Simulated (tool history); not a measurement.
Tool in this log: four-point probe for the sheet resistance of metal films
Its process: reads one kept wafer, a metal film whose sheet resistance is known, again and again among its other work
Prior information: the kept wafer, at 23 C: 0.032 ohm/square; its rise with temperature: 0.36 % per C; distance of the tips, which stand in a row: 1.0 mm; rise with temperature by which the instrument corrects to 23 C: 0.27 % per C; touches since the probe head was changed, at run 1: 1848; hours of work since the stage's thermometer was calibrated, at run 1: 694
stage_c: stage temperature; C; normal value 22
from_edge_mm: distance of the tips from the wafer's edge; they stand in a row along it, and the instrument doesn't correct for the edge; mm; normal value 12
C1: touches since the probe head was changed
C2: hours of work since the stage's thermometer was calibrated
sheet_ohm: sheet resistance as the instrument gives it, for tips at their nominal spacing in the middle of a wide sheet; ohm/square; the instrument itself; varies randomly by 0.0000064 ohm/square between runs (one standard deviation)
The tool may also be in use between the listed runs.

run 1 day=0.000 | stage_c=22 from_edge_mm=12 | C1=1848 C2=694 | sheet_ohm=0.032049
run 2 day=0.738 | stage_c=26 from_edge_mm=12 | C1=2187 C2=701 | sheet_ohm=0.032162
run 3 day=1.592 | stage_c=26 from_edge_mm=12 | C1=2581 C2=709 | sheet_ohm=0.032164
run 4 day=2.012 | stage_c=21 from_edge_mm=12 | C1=2774 C2=713 | sheet_ohm=0.032010
run 5 day=2.625 | stage_c=22 from_edge_mm=12 | C1=3056 C2=719 | sheet_ohm=0.032051
run 6 day=3.242 | stage_c=22 from_edge_mm=12 | C1=3339 C2=725 | sheet_ohm=0.032058
run 7 day=4.083 | stage_c=22 from_edge_mm=12 | C1=3728 C2=734 | sheet_ohm=0.032038
run 8 day=4.725 | stage_c=22 from_edge_mm=12 | C1=4023 C2=740 | sheet_ohm=0.032051
run 9 day=5.304 | stage_c=22 from_edge_mm=12 | C1=4289 C2=746 | sheet_ohm=0.032042
run 10 day=5.833 | stage_c=18 from_edge_mm=49 | C1=4532 C2=751 | sheet_ohm=0.031825
run 11 day=6.417 | stage_c=22 from_edge_mm=7 | C1=4801 C2=756 | sheet_ohm=0.032257
run 12 day=7.004 | stage_c=22 from_edge_mm=7 | C1=5072 C2=762 | sheet_ohm=0.032272
run 13 day=7.471 | stage_c=22 from_edge_mm=7 | C1=5287 C2=767 | sheet_ohm=0.032283
run 14 day=8.008 | stage_c=18 from_edge_mm=12 | C1=5533 C2=772 | sheet_ohm=0.031929
run 15 day=8.767 | stage_c=26 from_edge_mm=4 | C1=5882 C2=779 | sheet_ohm=0.033082
run 16 day=9.708 | stage_c=29 from_edge_mm=12 | C1=6317 C2=789 | sheet_ohm=0.032227
run 17 day=10.321 | stage_c=29 from_edge_mm=4 | C1=6599 C2=795 | sheet_ohm=0.033174
run 18 day=10.796 | stage_c=29 from_edge_mm=4 | C1=6817 C2=799 | sheet_ohm=0.033160

Alternative continuations, all from the tool just after run 18; predict every row:
run A day=11.396 | stage_c=21 from_edge_mm=5 | C1=7093 C2=805 | sheet_ohm=?
run B day=11.396 | stage_c=26 from_edge_mm=39 | C1=7093 C2=805 | sheet_ohm=?
run C day=11.396 | stage_c=23 from_edge_mm=14 | C1=7093 C2=805 | sheet_ohm=?
run D day=11.396 | stage_c=29 from_edge_mm=4 | C1=7093 C2=805 | sheet_ohm=?

run=A sheet_ohm=0.032574
run=B sheet_ohm=0.032052
run=C sheet_ohm=0.032040
run=D sheet_ohm=0.033158
Take away the tool's hidden state, keep each run's random variation, and the runs would have read:
run=A sheet_ohm=0.032621
run=B sheet_ohm=0.032099
run=C sheet_ohm=0.032087
run=D sheet_ohm=0.033207
